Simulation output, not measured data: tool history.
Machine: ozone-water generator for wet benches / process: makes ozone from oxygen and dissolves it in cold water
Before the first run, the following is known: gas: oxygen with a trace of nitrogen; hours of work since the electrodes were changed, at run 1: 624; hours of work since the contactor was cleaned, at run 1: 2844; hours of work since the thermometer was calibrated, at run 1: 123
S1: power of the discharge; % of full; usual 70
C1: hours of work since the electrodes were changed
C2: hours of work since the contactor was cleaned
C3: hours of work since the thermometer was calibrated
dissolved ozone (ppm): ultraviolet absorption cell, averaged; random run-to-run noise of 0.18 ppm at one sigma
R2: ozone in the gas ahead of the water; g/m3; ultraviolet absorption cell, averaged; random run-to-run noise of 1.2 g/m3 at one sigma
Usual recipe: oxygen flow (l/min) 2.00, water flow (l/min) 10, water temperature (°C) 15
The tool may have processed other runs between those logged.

{"run": 1, "day": 0.0, "S1": 70, "oxygen flow (l/min)": 2.0, "water flow (l/min)": 10, "water temperature (°C)": 15, "C1": 624, "C2": 2844, "C3": 123, "dissolved ozone (ppm)": 24.2, "R2": 226.7}
{"run": 2, "day": 1.746, "S1": 70, "oxygen flow (l/min)": 2.0, "water flow (l/min)": 10, "water temperature (°C)": 15, "C1": 653, "C2": 2873, "C3": 152, "dissolved ozone (ppm)": 24.3, "R2": 224.4}
{"run": 3, "day": 3.112, "S1": 70, "oxygen flow (l/min)": 2.0, "water flow (l/min)": 10, "water temperature (°C)": 15, "C1": 675, "C2": 2896, "C3": 174, "dissolved ozone (ppm)": 24.1, "R2": 224.4}
{"run": 4, "day": 4.854, "S1": 70, "oxygen flow (l/min)": 2.0, "water flow (l/min)": 10, "water temperature (°C)": 15, "C1": 704, "C2": 2924, "C3": 203, "dissolved ozone (ppm)": 24.1, "R2": 224.1}
{"run": 5, "day": 7.125, "S1": 70, "oxygen flow (l/min)": 2.0, "water flow (l/min)": 10, "water temperature (°C)": 15, "C1": 741, "C2": 2962, "C3": 241, "dissolved ozone (ppm)": 24.3, "R2": 226.3}
{"run": 6, "day": 9.321, "S1": 70, "oxygen flow (l/min)": 2.0, "water flow (l/min)": 10, "water temperature (°C)": 15, "C1": 778, "C2": 2998, "C3": 277, "dissolved ozone (ppm)": 23.8, "R2": 224.2}
{"run": 7, "day": 11.221, "S1": 70, "oxygen flow (l/min)": 2.0, "water flow (l/min)": 10, "water temperature (°C)": 15, "C1": 809, "C2": 3030, "C3": 308, "dissolved ozone (ppm)": 24.0, "R2": 225.1}
{"run": 8, "day": 12.546, "S1": 70, "oxygen flow (l/min)": 2.0, "water flow (l/min)": 10, "water temperature (°C)": 15, "C1": 831, "C2": 3051, "C3": 330, "dissolved ozone (ppm)": 24.0, "R2": 225.0}
{"run": 9, "day": 14.312, "S1": 70, "oxygen flow (l/min)": 2.0, "water flow (l/min)": 9, "water temperature (°C)": 15, "C1": 860, "C2": 3081, "C3": 359, "dissolved ozone (ppm)": 26.2, "R2": 223.3}
{"run": 10, "day": 16.525, "S1": 77, "oxygen flow (l/min)": 2.0, "water flow (l/min)": 10, "water temperature (°C)": 15, "C1": 897, "C2": 3117, "C3": 396, "dissolved ozone (ppm)": 26.0, "R2": 245.0}
{"run": 11, "day": 17.867, "S1": 70, "oxygen flow (l/min)": 2.0, "water flow (l/min)": 10, "water temperature (°C)": 15, "C1": 919, "C2": 3139, "C3": 418, "dissolved ozone (ppm)": 23.7, "R2": 225.7}
{"run": 12, "day": 20.133, "S1": 70, "oxygen flow (l/min)": 2.0, "water flow (l/min)": 10, "water temperature (°C)": 15, "C1": 956, "C2": 3177, "C3": 455, "dissolved ozone (ppm)": 23.7, "R2": 224.6}
{"run": 13, "day": 21.929, "S1": 70, "oxygen flow (l/min)": 2.0, "water flow (l/min)": 10, "water temperature (°C)": 15, "C1": 986, "C2": 3206, "C3": 485, "dissolved ozone (ppm)": 24.0, "R2": 223.4}
{"run": 14, "day": 24.146, "S1": 70, "oxygen flow (l/min)": 2.0, "water flow (l/min)": 10, "water temperature (°C)": 15, "C1": 1023, "C2": 3243, "C3": 522, "dissolved ozone (ppm)": 23.6, "R2": 222.7}
{"run": 15, "day": 25.85, "S1": 70, "oxygen flow (l/min)": 2.0, "water flow (l/min)": 10, "water temperature (°C)": 15, "C1": 1051, "C2": 3271, "C3": 550, "dissolved ozone (ppm)": 23.8, "R2": 224.6}
{"run": 16, "day": 27.983, "S1": 70, "oxygen flow (l/min)": 2.0, "water flow (l/min)": 10, "water temperature (°C)": 15, "C1": 1086, "C2": 3306, "C3": 585, "dissolved ozone (ppm)": 23.9, "R2": 222.2}
{"run": 17, "day": 29.033, "S1": 64, "oxygen flow (l/min)": 2.8, "water flow (l/min)": 11, "water temperature (°C)": 12, "C1": 1103, "C2": 3324, "C3": 602, "dissolved ozone (ppm)": 23.3, "R2": 185.1}
{"run": 18, "day": 30.3, "S1": 70, "oxygen flow (l/min)": 1.38, "water flow (l/min)": 10, "water temperature (°C)": 7, "C1": 1124, "C2": 3345, "C3": 623, "dissolved ozone (ppm)": 22.3, "R2": 248.6}
{"run": 19, "day": 32.425, "S1": 93, "oxygen flow (l/min)": 1.38, "water flow (l/min)": 6, "water temperature (°C)": 7, "C1": 1159, "C2": 3380, "C3": 658, "dissolved ozone (ppm)": 45.3, "R2": 321.7}
{"run": 20, "day": 33.975, "S1": 93, "oxygen flow (l/min)": 1.38, "water flow (l/min)": 6, "water temperature (°C)": 7, "C1": 1185, "C2": 3405, "C3": 684, "dissolved ozone (ppm)": 45.8, "R2": 319.0}
{"run": 21, "day": 35.346, "S1": 70, "oxygen flow (l/min)": 3.1, "water flow (l/min)": 10, "water temperature (°C)": 8, "C1": 1208, "C2": 3428, "C3": 707, "dissolved ozone (ppm)": 29.1, "R2": 194.0}
{"run": 22, "day": 36.579, "S1": 70, "oxygen flow (l/min)": 2.0, "water flow (l/min)": 10, "water temperature (°C)": 7, "C1": 1228, "C2": 3448, "C3": 727, "dissolved ozone (ppm)": 25.9, "R2": 224.4}
{"run": 23, "day": 38.571, "S1": 87, "oxygen flow (l/min)": 2.0, "water flow (l/min)": 10, "water temperature (°C)": 8, "C1": 1261, "C2": 3481, "C3": 760, "dissolved ozone (ppm)": 30.8, "R2": 268.0}
{"run": 24, "day": 40.171, "S1": 87, "oxygen flow (l/min)": 2.0, "water flow (l/min)": 10, "water temperature (°C)": 8, "C1": 1287, "C2": 3508, "C3": 786, "dissolved ozone (ppm)": 30.7, "R2": 266.0}
{"run": 25, "day": 41.596, "S1": 65, "oxygen flow (l/min)": 2.0, "water flow (l/min)": 15, "water temperature (°C)": 14, "C1": 1311, "C2": 3531, "C3": 810, "dissolved ozone (ppm)": 15.2, "R2": 206.8}
{"run": 26, "day": 43.792, "S1": 83, "oxygen flow (l/min)": 2.0, "water flow (l/min)": 6, "water temperature (°C)": 11, "C1": 1347, "C2": 3568, "C3": 846, "dissolved ozone (ppm)": 43.0, "R2": 256.0}
{"run": 27, "day": 44.817, "S1": 40, "oxygen flow (l/min)": 3.09, "water flow (l/min)": 8, "water temperature (°C)": 16, "C1": 1364, "C2": 3585, "C3": 863, "dissolved ozone (ppm)": 18.8, "R2": 118.1}
{"run": 28, "day": 46.442, "S1": 43, "oxygen flow (l/min)": 3.09, "water flow (l/min)": 8, "water temperature (°C)": 22, "C1": 1391, "C2": 3611, "C3": 890, "dissolved ozone (ppm)": 17.7, "R2": 126.6}
{"run": 29, "day": 47.721, "S1": 43, "oxygen flow (l/min)": 3.09, "water flow (l/min)": 8, "water temperature (°C)": 22, "C1": 1412, "C2": 3633, "C3": 911, "dissolved ozone (ppm)": 18.0, "R2": 126.5}
{"run": 30, "day": 49.075, "S1": 64, "oxygen flow (l/min)": 3.09, "water flow (l/min)": 8, "water temperature (°C)": 22, "C1": 1434, "C2": 3655, "C3": 933, "dissolved ozone (ppm)": 25.4, "R2": 178.8}
{"run": 31, "day": 51.183, "S1": 64, "oxygen flow (l/min)": 3.09, "water flow (l/min)": 8, "water temperature (°C)": 22, "C1": 1469, "C2": 3690, "C3": 968, "dissolved ozone (ppm)": 25.4, "R2": 178.8}
{"run": 32, "day": 52.192, "S1": 57, "oxygen flow (l/min)": 2.55, "water flow (l/min)": 7, "water temperature (°C)": 14, "C1": 1486, "C2": 3706, "C3": 985, "dissolved ozone (ppm)": 28.1, "R2": 171.6}

Alternative continuations, all from the tool just after run 32; predict every row:
{"run": "A", "day": 53.392, "S1": 43, "oxygen flow (l/min)": 2.55, "water flow (l/min)": 16, "water temperature (°C)": 14, "C1": 1506, "C2": 3726, "C3": 1005, "dissolved ozone (ppm)": "?", "R2": "?"}
{"run": "B", "day": 53.392, "S1": 49, "oxygen flow (l/min)": 1.84, "water flow (l/min)": 7, "water temperature (°C)": 14, "C1": 1506, "C2": 3726, "C3": 1005, "dissolved ozone (ppm)": "?", "R2": "?"}
{"run": "C", "day": 53.392, "S1": 70, "oxygen flow (l/min)": 1.06, "water flow (l/min)": 7, "water temperature (°C)": 15, "C1": 1506, "C2": 3726, "C3": 1005, "dissolved ozone (ppm)": "?", "R2": "?"}
{"run": "D", "day": 53.392, "S1": 95, "oxygen flow (l/min)": 1.11, "water flow (l/min)": 10, "water temperature (°C)": 15, "C1": 1506, "C2": 3726, "C3": 1005, "dissolved ozone (ppm)": "?", "R2": "?"}

run=A dissolved_ozone_(ppm)=10.7 R2=134.0
run=B dissolved_ozone_(ppm)=22.6 R2=166.1
run=C dissolved_ozone_(ppm)=25.5 R2=268.8
run=D dissolved_ozone_(ppm)=24.3 R2=346.4
Take away the tool's hidden state, keep each run's random variation, and the runs would have read:
run=A dissolved_ozone_(ppm)=11.3 R2=136.9
run=B dissolved_ozone_(ppm)=23.6 R2=170.4
run=C dissolved_ozone_(ppm)=26.9 R2=278.8
run=D dissolved_ozone_(ppm)=26.1 R2=362.9

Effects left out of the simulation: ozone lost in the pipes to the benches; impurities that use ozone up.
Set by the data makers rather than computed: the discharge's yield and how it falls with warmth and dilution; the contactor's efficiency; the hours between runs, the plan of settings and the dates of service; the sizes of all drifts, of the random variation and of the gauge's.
